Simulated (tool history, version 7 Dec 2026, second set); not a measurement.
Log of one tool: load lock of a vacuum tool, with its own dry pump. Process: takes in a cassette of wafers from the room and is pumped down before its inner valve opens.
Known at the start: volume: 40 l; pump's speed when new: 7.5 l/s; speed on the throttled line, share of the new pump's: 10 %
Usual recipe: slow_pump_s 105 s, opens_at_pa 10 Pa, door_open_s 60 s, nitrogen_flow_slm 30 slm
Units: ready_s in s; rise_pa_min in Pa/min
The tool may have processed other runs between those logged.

run    hour  slow_pump_s  opens_at_pa  door_open_s  nitrogen_flow_slm  incoming humidity of the room's air, %  ready_s  rise_pa_min
  1       0          105           10           60                 30                                    44.5    142.6        0.027
  2    95.5          105           10           60                 30                                    45.1    142.3        0.034
  3   184.4          105           10           60                 30                                    46.5    142.8         0.03
  4   269.3          105           10           60                 30                                    44.9    143.1         0.03
  5     334          105           12           60                 30                                    43.3      143        0.033
  6     396          105           10           60                  4                                      45    144.5        0.052
  7   457.4          105           10           60                  8                                    44.7    144.1        0.045
  8   506.9          105           10           60                 30                                    43.2    141.9         0.03
  9   572.8          112           10           60                 30                                    47.4    149.8        0.038
 10   645.2          112           10           60                 30                                      45    150.9        0.033
 11   692.6          105           10           60                 43                                    43.8    142.1        0.033
 12   775.9          105           10           60                  5                                    43.8    143.5        0.048
 13     852          105           10           60                  5                                    42.6    144.1        0.052
 14   905.3          105           10           60                  5                                    41.8    144.2         0.06
 15   961.4          123           10           60                  5                                    46.3      160        0.055
 16  1040.7          105           10           60                 30                                      43    144.4        0.042
 17  1083.6          105           10          115                 30                                    44.8    143.3        0.044
 18  1134.7          105           13           60                  8                                    43.7    142.4        0.044
 19  1224.7          105           13           60                  8                                    46.1    142.8        0.047
 20  1288.2          105           13           60                  8                                      48    142.1        0.051
 21    1376           64           13           60                 13                                    48.1    105.3        0.049
 22  1437.4           92            8           34                 10                                    48.3      133        0.043
 23  1480.9          105           10          225                 30                                    42.6      144        0.048
 24  1553.5          105           10           78                 36                                    45.6    144.5        0.042
 25  1595.8           61           10           60                 30                                    46.4    104.1        0.038
 26  1650.7           61            9           60                 27                                    45.2    104.9        0.042
 27  1736.9          105           10           41                  5                                    42.8    144.1        0.054
 28  1831.6           57           12           48                 29                                    45.7    100.9        0.045
 29  1889.3           58           15           60                 15                                    45.7      100        0.057
 30  1929.2          139            8          203                 30                                    45.1    175.9        0.051
 31  1984.2          122            8           96                 30                                    45.4    160.9        0.059
 32  2026.6          122            8           96                 30                                    49.7    161.9        0.049

Here are 5 independent what-if runs from the current tool condition. What would each one return?
  A  2075.1           57           10          233                 30                                    42.3        ?            ?
  B  2075.1           60           10           60                 10                                    49.2        ?            ?
  C  2075.1          135            8           96                 30                                      46        ?            ?
  D  2075.1          122           11          126                 30                                    45.7        ?            ?
  E  2075.1          122            8           96                 34                                    38.7        ?            ?

run  ready_s  rise_pa_min
  A    102.3        0.062
  B    104.1        0.063
  C    174.2        0.047
  D    157.8        0.051
  E    162.7        0.046
Without the tool's hidden state the same runs would have given:
run  ready_s  rise_pa_min
  A      101        0.026
  B    102.9        0.027
  C    173.2        0.012
  D    156.9        0.016
  E    161.6         0.01
